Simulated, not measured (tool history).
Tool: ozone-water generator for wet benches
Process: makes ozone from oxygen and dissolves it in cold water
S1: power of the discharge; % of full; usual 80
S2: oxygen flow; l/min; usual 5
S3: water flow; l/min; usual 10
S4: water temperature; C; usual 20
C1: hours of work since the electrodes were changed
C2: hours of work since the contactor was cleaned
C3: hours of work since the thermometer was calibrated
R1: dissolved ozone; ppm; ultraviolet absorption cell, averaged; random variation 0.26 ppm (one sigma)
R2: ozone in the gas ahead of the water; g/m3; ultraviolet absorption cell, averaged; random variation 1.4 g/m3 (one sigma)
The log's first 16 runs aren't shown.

| run | hour | S1 | S2 | S3 | S4 | C1 | C2 | C3 | R1 | R2 |
|---|---|---|---|---|---|---|---|---|---|---|
| 17 | 1950.6 | 89 | 4.71 | 10 | 20 | 1646 | 878 | 521 | 39.8 | 263.2 |
| 18 | 2017 | 79 | 5 | 10 | 20 | 1699 | 931 | 574 | 37.5 | 241.5 |
| 19 | 2127.8 | 65 | 5 | 10 | 20 | 1787 | 1020 | 662 | 32.9 | 209.9 |
| 20 | 2222 | 86 | 8.65 | 10 | 24 | 1862 | 1095 | 738 | 34.8 | 205.5 |
| 21 | 2352.4 | 80 | 5 | 14 | 20 | 1966 | 1199 | 842 | 30.2 | 237.8 |
| 22 | 2460.3 | 73 | 3 | 11 | 15 | 2052 | 1285 | 928 | 33.7 | 269.1 |
| 23 | 2534.8 | 47 | 5.35 | 7 | 17 | 2112 | 1345 | 987 | 33.6 | 166.4 |
| 24 | 2614.4 | 80 | 5 | 11 | 20 | 2175 | 1408 | 1051 | 35.3 | 234.9 |
| 25 | 2687.8 | 84 | 4.94 | 11 | 20 | 2234 | 1467 | 1109 | 35.6 | 242.9 |
| 26 | 2758.7 | 43 | 3.27 | 10 | 19 | 2290 | 1523 | 1166 | 25 | 186.7 |
| 27 | 2864.1 | 80 | 2.94 | 10 | 20 | 2374 | 1607 | 1250 | 34.9 | 283 |
| 28 | 2935.1 | 80 | 2.97 | 14 | 21 | 2431 | 1664 | 1307 | 26.5 | 282 |
| 29 | 3085.9 | 80 | 8.31 | 9 | 23 | 2551 | 1784 | 1427 | 34.5 | 195.6 |
| 30 | 3155.5 | 42 | 4.99 | 10 | 20 | 2607 | 1840 | 1482 | 24.4 | 159.6 |
| 31 | 3281.9 | 41 | 2.71 | 11 | 14 | 2708 | 1941 | 1583 | 23 | 193.7 |
| 32 | 3399.6 | 41 | 2.71 | 11 | 14 | 2802 | 2035 | 1677 | 22.7 | 192.3 |

Forecast each of these 4 alternatives for the next run:
| A | 3487 | 80 | 5.02 | 10 | 20 | 2871 | 2104 | 1747 | ? | ? |
| B | 3487 | 65 | 2.71 | 7 | 13 | 2871 | 2104 | 1747 | ? | ? |
| C | 3487 | 41 | 3.31 | 11 | 14 | 2871 | 2104 | 1747 | ? | ? |
| D | 3487 | 51 | 6.78 | 12 | 20 | 2871 | 2104 | 1747 | ? | ? |

| run | R1 | R2 |
|---|---|---|
| A | 35.7 | 234 |
| B | 42.2 | 253.5 |
| C | 23.6 | 177.7 |
| D | 24.5 | 158.8 |
Without the tool's hidden state the same runs would have given:
| run | R1 | R2 |
|---|---|---|
| A | 40.2 | 255 |
| B | 46.7 | 273.4 |
| C | 25.8 | 187.3 |
| D | 27.1 | 169.2 |
